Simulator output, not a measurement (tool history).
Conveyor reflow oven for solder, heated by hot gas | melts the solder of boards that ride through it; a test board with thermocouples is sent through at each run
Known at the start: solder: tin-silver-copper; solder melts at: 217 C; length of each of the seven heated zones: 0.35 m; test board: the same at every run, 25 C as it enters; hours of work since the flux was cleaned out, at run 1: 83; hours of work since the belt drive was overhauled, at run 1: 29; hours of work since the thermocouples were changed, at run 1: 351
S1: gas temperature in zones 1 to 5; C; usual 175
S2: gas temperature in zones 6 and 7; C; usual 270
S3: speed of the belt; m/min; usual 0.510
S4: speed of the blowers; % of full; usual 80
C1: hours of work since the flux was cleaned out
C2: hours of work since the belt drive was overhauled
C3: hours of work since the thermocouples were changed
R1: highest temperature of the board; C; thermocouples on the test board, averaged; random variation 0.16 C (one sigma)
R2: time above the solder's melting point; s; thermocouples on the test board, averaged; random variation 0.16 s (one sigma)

run,day,S1,S2,S3,S4,C1,C2,C3,R1,R2
1,0.000,175,270,0.510,80,83,29,351,256.9,65.6
2,0.804,175,270,0.510,80,97,44,365,257.0,65.3
3,1.696,175,270,0.510,80,113,60,381,256.8,65.1
4,2.371,175,270,0.510,80,126,72,393,256.7,65.1
5,3.246,175,270,0.510,80,141,88,409,256.3,65.0
6,3.762,175,270,0.510,80,151,97,418,256.3,65.2
7,4.254,175,280,0.510,80,159,106,427,264.8,70.3
8,4.729,175,280,0.510,80,168,114,436,264.9,70.0
9,5.658,175,270,0.519,80,185,131,453,255.5,63.2
10,6.288,175,270,0.519,80,196,143,464,255.5,62.9
11,6.779,175,270,0.519,80,205,151,473,254.9,62.8
12,7.688,175,270,0.510,80,221,168,489,255.5,64.6
13,8.150,175,270,0.510,80,230,176,497,255.7,64.4
14,8.808,175,270,0.510,80,242,188,509,255.8,64.3
15,9.442,175,270,0.510,80,253,199,521,255.6,64.1
16,9.917,175,270,0.479,80,261,208,529,257.1,70.4
17,10.688,185,263,0.416,89,275,222,543,257.4,86.9
18,11.296,178,261,0.450,82,286,233,554,252.0,72.5
19,11.942,178,261,0.450,82,298,244,566,251.5,72.6
20,12.488,180,278,0.481,60,308,254,576,260.0,72.4
21,13.179,180,278,0.481,60,320,267,588,259.7,72.3
22,14.225,161,285,0.438,76,339,286,607,270.1,80.3
23,15.033,161,285,0.438,76,354,300,621,270.2,80.0
24,15.733,161,285,0.438,76,366,313,634,269.9,79.9
25,16.721,181,274,0.600,80,384,331,652,252.9,53.4
# day 17.396: flux residue cleaned out of gas plates and filters
26,18.025,176,274,0.459,80,11,350,672,265.6,79.6
27,18.804,164,284,0.443,79,25,364,686,274.1,83.1
28,19.383,164,284,0.443,79,36,375,696,274.1,83.0
29,20.267,164,284,0.443,79,52,391,712,274.1,83.0
30,21.258,175,270,0.574,78,70,409,730,254.5,56.1

Forecast each of these 4 alternatives for the next run:
A,22.200,177,274,0.510,84,87,426,747,?,?
B,22.200,160,274,0.416,78,87,426,747,?,?
C,22.200,169,270,0.510,59,87,426,747,?,?
D,22.200,175,270,0.447,52,87,426,747,?,?

run,R1,R2
A,263.2,70.6
B,265.3,82.8
C,251.3,57.9
D,254.8,72.4
Without the tool's hidden state the same runs would have given:
run,R1,R2
A,261.3,69.4
B,263.1,81.4
C,249.5,56.3
D,252.8,70.5
